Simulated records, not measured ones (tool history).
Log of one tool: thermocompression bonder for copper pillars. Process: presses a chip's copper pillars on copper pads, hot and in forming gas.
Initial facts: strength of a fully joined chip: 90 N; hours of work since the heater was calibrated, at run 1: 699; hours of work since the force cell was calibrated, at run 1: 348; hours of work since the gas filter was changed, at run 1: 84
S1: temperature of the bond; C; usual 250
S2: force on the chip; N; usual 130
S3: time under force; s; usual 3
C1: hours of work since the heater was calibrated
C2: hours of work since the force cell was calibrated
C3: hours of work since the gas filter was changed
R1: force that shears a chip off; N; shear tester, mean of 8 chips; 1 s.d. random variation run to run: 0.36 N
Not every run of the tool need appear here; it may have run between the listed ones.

run 1 hour=0 | S1=250 S2=130 S3=3 | C1=699 C2=348 C3=84 | R1=33
run 2 hour=34.4 | S1=250 S2=130 S3=3 | C1=718 C2=366 C3=102 | R1=32.6
run 3 hour=58.2 | S1=250 S2=130 S3=3 | C1=731 C2=379 C3=115 | R1=32.6
-- hour=104 heater calibrated with a thermocouple chip
run 4 hour=104 | S1=250 S2=130 S3=3 | C1=0 C2=403 C3=139 | R1=34.4
run 5 hour=152 | S1=248 S2=130 S3=3 | C1=26 C2=429 C3=165 | R1=32.7
run 6 hour=180 | S1=248 S2=130 S3=3 | C1=41 C2=444 C3=180 | R1=32.6
run 7 hour=205.2 | S1=248 S2=81 S3=3 | C1=55 C2=458 C3=194 | R1=18.8
run 8 hour=244.7 | S1=248 S2=81 S3=3 | C1=76 C2=480 C3=216 | R1=19.1
run 9 hour=279.7 | S1=248 S2=81 S3=3 | C1=96 C2=499 C3=235 | R1=19.3
-- hour=313.8 forming gas filter changed
run 10 hour=316.3 | S1=248 S2=81 S3=3 | C1=115 C2=518 C3=1 | R1=20.2
run 11 hour=349.9 | S1=248 S2=81 S3=3 | C1=133 C2=537 C3=20 | R1=20.1
run 12 hour=375.1 | S1=252 S2=165 S3=6 | C1=147 C2=550 C3=33 | R1=55.3
run 13 hour=411 | S1=273 S2=149 S3=5 | C1=167 C2=570 C3=53 | R1=57.6
run 14 hour=455.5 | S1=250 S2=135 S3=3 | C1=191 C2=594 C3=77 | R1=34.6
run 15 hour=476.4 | S1=236 S2=118 S3=3 | C1=202 C2=605 C3=88 | R1=24.1

Consider 5 possible next runs. They are alternatives, not a sequence: every one starts from the tool as it was left by run 15. What does each give?
run A hour=506 | S1=249 S2=123 S3=4 | C1=218 C2=622 C3=104 | R1=?
run B hour=506 | S1=277 S2=191 S3=9 | C1=218 C2=622 C3=104 | R1=?
run C hour=506 | S1=250 S2=89 S3=3 | C1=218 C2=622 C3=104 | R1=?
run D hour=506 | S1=250 S2=130 S3=7 | C1=218 C2=622 C3=104 | R1=?
run E hour=506 | S1=221 S2=189 S3=3 | C1=218 C2=622 C3=104 | R1=?

run=A R1=34.9
run=B R1=75.9
run=C R1=22.2
run=D R1=45.1
run=E R1=31.5
Take away the tool's hidden state, keep each run's random variation, and the runs would have read:
run=A R1=38.5
run=B R1=80
run=C R1=24.8
run=D R1=49.4
run=E R1=34.9
